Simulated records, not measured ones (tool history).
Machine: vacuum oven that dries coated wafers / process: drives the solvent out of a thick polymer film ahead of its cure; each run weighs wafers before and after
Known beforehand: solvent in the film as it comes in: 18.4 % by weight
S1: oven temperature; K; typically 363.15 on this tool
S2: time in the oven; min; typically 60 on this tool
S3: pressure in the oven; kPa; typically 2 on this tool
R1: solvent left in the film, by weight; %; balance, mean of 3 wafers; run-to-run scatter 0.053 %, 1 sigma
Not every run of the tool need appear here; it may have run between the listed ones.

run   hour      S1  S2    S3     R1
  1      0  363.15  60     2   3.26
  2   42.7  363.15  60     2   3.32
  3   72.9  363.15  60     2   3.47
  4  116.8  351.15  60     2   7.89
  5  153.1  351.15  60     2   7.61
  6  188.4  363.15  60     2   3.54
  7  228.7  363.15  60     2   3.49
  8  263.5  363.15  60  2.19   3.63
  9  288.6  363.15  60  2.19   3.69
 10  319.2  363.15  45  2.19   4.73
 11  340.7  352.15  60     2   7.49
 12  376.2  363.15  88     2   2.61
 13  403.1  363.15  89     2   2.69
 14  442.2  363.15  89     2   2.57
 15  463.6  350.15  52     2   8.96
 16  490.7  359.15  60     2   4.77
 17  521.3  355.15  33   6.3  12.84
 18  548.6  355.15  33   6.3  12.82
 19  570.2  354.15  60  7.38  12.72
 20  614.3  354.15  60  7.38  12.88
 21  656.4  352.15  60     2   7.54
 22  694.6  370.15  44  1.24   2.21
 23  719.3  370.15  44  1.24    2.2
 24  743.1  353.15  69  2.21   6.92
 25    783  374.15  79     2   1.63
 26  818.6  374.15  67  1.63   1.39
 27  850.5  374.15  67  1.63   1.38

Consider 4 possible next runs. They are alternatives, not a sequence: every one starts from the tool as it was left by run 27. What does each give?
  A  895.8  363.15  65  3.81   ?
  B  895.8  374.15  67  6.69   ?
  C  895.8  374.15  53  7.65   ?
  D  895.8  359.15  60     2   ?

run    R1
  A  5.22
  B  4.81
  C  5.65
  D  4.93
Had the tool no hidden state, the same runs would have come out as:
run    R1
  A  4.46
  B  4.32
  C  5.07
  D  4.08
